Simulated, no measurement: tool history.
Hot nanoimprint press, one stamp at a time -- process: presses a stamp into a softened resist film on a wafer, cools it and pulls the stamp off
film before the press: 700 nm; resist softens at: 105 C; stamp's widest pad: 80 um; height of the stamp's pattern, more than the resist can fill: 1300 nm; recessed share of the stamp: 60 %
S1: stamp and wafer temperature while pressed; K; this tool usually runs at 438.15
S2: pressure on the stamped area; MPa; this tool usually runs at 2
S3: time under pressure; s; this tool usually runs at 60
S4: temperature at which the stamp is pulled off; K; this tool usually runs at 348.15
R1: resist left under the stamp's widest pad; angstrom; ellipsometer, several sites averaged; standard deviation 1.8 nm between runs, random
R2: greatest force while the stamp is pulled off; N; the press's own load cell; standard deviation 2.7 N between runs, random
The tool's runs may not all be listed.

{"run": 1, "day": 0.0, "S1": 438.15, "S2": 2, "S3": 60, "S4": 348.15, "R1": 4287, "R2": 195}
{"run": 2, "day": 1.488, "S1": 438.15, "S2": 2, "S3": 60, "S4": 348.15, "R1": 4293, "R2": 196}
{"run": 3, "day": 2.55, "S1": 438.15, "S2": 2, "S3": 60, "S4": 348.15, "R1": 4263, "R2": 196}
{"run": 4, "day": 3.188, "S1": 438.15, "S2": 2, "S3": 60, "S4": 348.15, "R1": 4341, "R2": 203}
{"run": 5, "day": 4.242, "S1": 438.15, "S2": 2.06, "S3": 60, "S4": 348.15, "R1": 4305, "R2": 201}
{"run": 6, "day": 5.558, "S1": 438.15, "S2": 2.06, "S3": 60, "S4": 348.15, "R1": 4312, "R2": 202}
{"run": 7, "day": 6.304, "S1": 438.15, "S2": 2.06, "S3": 60, "S4": 348.15, "R1": 4274, "R2": 201}
{"run": 8, "day": 7.021, "S1": 438.15, "S2": 2.06, "S3": 60, "S4": 348.15, "R1": 4351, "R2": 206}
{"run": 9, "day": 8.292, "S1": 438.15, "S2": 2, "S3": 60, "S4": 345.15, "R1": 4384, "R2": 224}
{"run": 10, "day": 8.967, "S1": 438.15, "S2": 2, "S3": 60, "S4": 345.15, "R1": 4375, "R2": 231}
{"run": 11, "day": 10.233, "S1": 438.15, "S2": 2, "S3": 60, "S4": 345.15, "R1": 4420, "R2": 225}
{"run": 12, "day": 11.025, "S1": 438.15, "S2": 2, "S3": 60, "S4": 342.15, "R1": 4422, "R2": 253}
{"run": 13, "day": 11.954, "S1": 438.15, "S2": 2, "S3": 60, "S4": 342.15, "R1": 4403, "R2": 246}
{"day": 12.858, "done": "plate thermocouple calibrated"}
{"run": 14, "day": 13.133, "S1": 438.15, "S2": 2, "S3": 114, "S4": 342.15, "R1": 3286, "R2": 243}
{"run": 15, "day": 14.317, "S1": 438.15, "S2": 2.79, "S3": 60, "S4": 348.15, "R1": 3696, "R2": 210}

What will run 16 give?
{"run": 16, "day": 15.429, "S1": 438.15, "S2": 2.79, "S3": 60, "S4": 348.15, "R1": "?", "R2": "?"}

Run 16 yielded R1 3709 angstrom, R2 212 N.
Minus the tool's unlogged condition, the same run would have read R1 3718 angstrom, R2 187 N.
